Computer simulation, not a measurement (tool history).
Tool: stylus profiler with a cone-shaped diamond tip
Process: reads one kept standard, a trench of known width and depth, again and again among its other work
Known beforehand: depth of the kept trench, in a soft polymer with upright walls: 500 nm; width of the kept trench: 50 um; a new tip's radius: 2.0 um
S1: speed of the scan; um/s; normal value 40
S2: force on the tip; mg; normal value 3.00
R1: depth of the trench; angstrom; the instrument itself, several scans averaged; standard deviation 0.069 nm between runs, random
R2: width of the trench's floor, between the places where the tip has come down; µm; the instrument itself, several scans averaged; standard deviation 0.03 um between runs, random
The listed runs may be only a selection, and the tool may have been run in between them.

Run 1, hour 0.0: usual settings. Result: R1 5041.0 angstrom, R2 46.74 µm.
Run 2, hour 82.0: usual settings. Result: R1 5042.7 angstrom, R2 46.66 µm.
Run 3, hour 142.7: usual settings but S2 1.76 mg. Result: R1 5030.9 angstrom, R2 46.60 µm.
Run 4, hour 216.5: usual settings. Result: R1 5044.2 angstrom, R2 46.63 µm.
Run 5, hour 265.1: usual settings but S2 1.29 mg. Result: R1 5028.3 angstrom, R2 46.55 µm.
Run 6, hour 364.0: usual settings but S1 128 um/s, S2 1.29 mg. Result: R1 5029.1 angstrom, R2 45.89 µm.
Run 7, hour 456.5: usual settings but S1 128 um/s, S2 1.29 mg. Result: R1 5029.3 angstrom, R2 45.88 µm.
Run 8, hour 539.3: usual settings but S1 128 um/s, S2 1.29 mg. Result: R1 5029.6 angstrom, R2 45.88 µm.
At hour 546.6: height scale calibrated on a step standard.
Run 9, hour 645.2: usual settings but S1 128 um/s, S2 1.29 mg. Result: R1 5034.2 angstrom, R2 45.87 µm.
Run 10, hour 705.9: usual settings but S1 128 um/s, S2 1.29 mg. Result: R1 5036.0 angstrom, R2 45.87 µm.
Run 11, hour 765.0: usual settings but S1 128 um/s, S2 1.29 mg. Result: R1 5035.8 angstrom, R2 45.89 µm.
Run 12, hour 817.4: usual settings. Result: R1 5050.5 angstrom, R2 46.47 µm.
At hour 835.4: height scale calibrated on a step standard, once more.
Run 13, hour 874.5: usual settings but S1 20 um/s. Result: R1 5033.8 angstrom, R2 46.68 µm.
Run 14, hour 942.1: usual settings. Result: R1 5034.9 angstrom, R2 46.55 µm.
Run 15, hour 1000.5: usual settings but S1 49 um/s, S2 8.32 mg. Result: R1 5068.6 angstrom, R2 46.55 µm.
Run 16, hour 1074.3: usual settings but S1 24 um/s, S2 4.14 mg. Result: R1 5043.0 angstrom, R2 46.58 µm.
Run 17, hour 1167.1: usual settings but S1 98 um/s, S2 2.40 mg. Result: R1 5031.2 angstrom, R2 46.22 µm.
Run 18, hour 1235.0: usual settings but S1 26 um/s, S2 6.17 mg. Result: R1 5058.0 angstrom, R2 46.52 µm.
Run 19, hour 1280.3: usual settings but S1 26 um/s, S2 6.17 mg. Result: R1 5059.0 angstrom, R2 46.55 µm.
Run 20, hour 1388.9: usual settings but S1 146 um/s, S2 4.31 mg. Result: R1 5046.7 angstrom, R2 46.13 µm.
Run 21, hour 1433.4: usual settings but S1 146 um/s, S2 4.31 mg. Result: R1 5047.1 angstrom, R2 46.08 µm.
Run 22, hour 1502.2: usual settings but S1 76 um/s, S2 1.43 mg. Result: R1 5023.9 angstrom, R2 46.15 µm.
Run 23, hour 1608.8: usual settings but S1 76 um/s, S2 1.43 mg. Result: R1 5024.1 angstrom, R2 46.14 µm.
Run 24, hour 1687.1: usual settings but S1 13 um/s, S2 2.03 mg. Result: R1 5029.7 angstrom, R2 46.56 µm.
Run 25, hour 1795.6: usual settings but S1 13 um/s, S2 2.03 mg. Result: R1 5030.6 angstrom, R2 46.46 µm.
Run 26, hour 1902.1: usual settings but S1 69 um/s, S2 1.16 mg. Result: R1 5022.7 angstrom, R2 46.07 µm.
Run 27, hour 1973.9: usual settings but S1 69 um/s, S2 1.16 mg. Result: R1 5023.2 angstrom, R2 46.04 µm.
Run 28, hour 2041.7: usual settings but S1 27 um/s, S2 4.28 mg. Result: R1 5049.9 angstrom, R2 46.41 µm.

How would selected steps in R1 from run to run divide? Give the signed amount a tool lacking its hidden state would still show from settings, what came in and random variation, and the signed amount left for the hidden state, including any gauge scatter that is not in both of the compared results.
The hidden state here: radius of the tip, um; height scale over the true one, %; drift of the gauge itself on depth_nm, %; drift of the gauge itself on floor_um, %.
Run 8 -> 9: height scale calibrated on a step standard. R1 +4.6 angstrom: hidden state +5.2, all else -0.6.
Run 12 -> 13: S1 40 -> 20, height scale calibrated on a step standard, once more. R1 -16.7 angstrom: hidden state -16.0, all else -0.7.
Run 14 -> 15: S1 40 -> 49, S2 3.00 -> 8.32. R1 +33.7 angstrom: hidden state +0.3, all else +33.4.
Run 17 -> 18: S1 98 -> 26, S2 2.40 -> 6.17. R1 +26.8 angstrom: hidden state +0.3, all else +26.5.
